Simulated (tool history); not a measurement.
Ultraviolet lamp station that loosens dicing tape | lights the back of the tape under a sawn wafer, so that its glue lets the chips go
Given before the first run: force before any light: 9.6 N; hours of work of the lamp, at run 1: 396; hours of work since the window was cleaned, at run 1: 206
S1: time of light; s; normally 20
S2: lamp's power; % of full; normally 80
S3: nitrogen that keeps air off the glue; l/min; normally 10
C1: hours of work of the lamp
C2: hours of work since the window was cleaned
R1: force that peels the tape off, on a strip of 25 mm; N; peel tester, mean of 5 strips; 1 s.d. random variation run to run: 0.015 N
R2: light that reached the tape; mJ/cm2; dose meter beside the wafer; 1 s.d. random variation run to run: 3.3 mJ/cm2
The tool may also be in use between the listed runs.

run 1 day=0 | S1=20 S2=80 S3=10 | C1=396 C2=206 | R1=1.083 R2=433
run 2 day=0.704 | S1=20 S2=80 S3=10 | C1=407 C2=218 | R1=1.082 R2=427
run 3 day=1.217 | S1=26 S2=80 S3=10 | C1=415 C2=226 | R1=0.632 R2=541
-- day=1.733 window cleaned of glue's vapour
run 4 day=1.862 | S1=20 S2=77 S3=10 | C1=425 C2=2 | R1=0.883 R2=468
run 5 day=2.562 | S1=20 S2=69 S3=10 | C1=436 C2=13 | R1=1.112 R2=418
run 6 day=3.25 | S1=20 S2=84 S3=10 | C1=447 C2=24 | R1=0.778 R2=504
run 7 day=3.646 | S1=20 S2=80 S3=10 | C1=453 C2=31 | R1=0.843 R2=478
run 8 day=4.35 | S1=24 S2=80 S3=14 | C1=465 C2=42 | R1=0.489 R2=564
run 9 day=4.921 | S1=24 S2=80 S3=14 | C1=474 C2=51 | R1=0.496 R2=570
run 10 day=5.342 | S1=24 S2=80 S3=14 | C1=480 C2=58 | R1=0.492 R2=561
run 11 day=5.796 | S1=24 S2=80 S3=14 | C1=488 C2=65 | R1=0.499 R2=559
run 12 day=6.421 | S1=20 S2=80 S3=7 | C1=498 C2=75 | R1=1.189 R2=464
run 13 day=7.1 | S1=20 S2=80 S3=8 | C1=509 C2=86 | R1=1.09 R2=460

Take each entry between the runs: how does the hidden state at the last listed run before it differ from the hidden state at the first listed run after it?
After run 3, before run 4: window cleaned of glue's vapour (day 1.733)
  lamp's light, % of a new lamp's: 93.1 -> 93; light that the window lets through, % of a clean one's: 85.9 -> 99.6
  measured minus no-state result, R1: +0.222 -> +0.125 N; R2: -135 -> -37 mJ/cm2
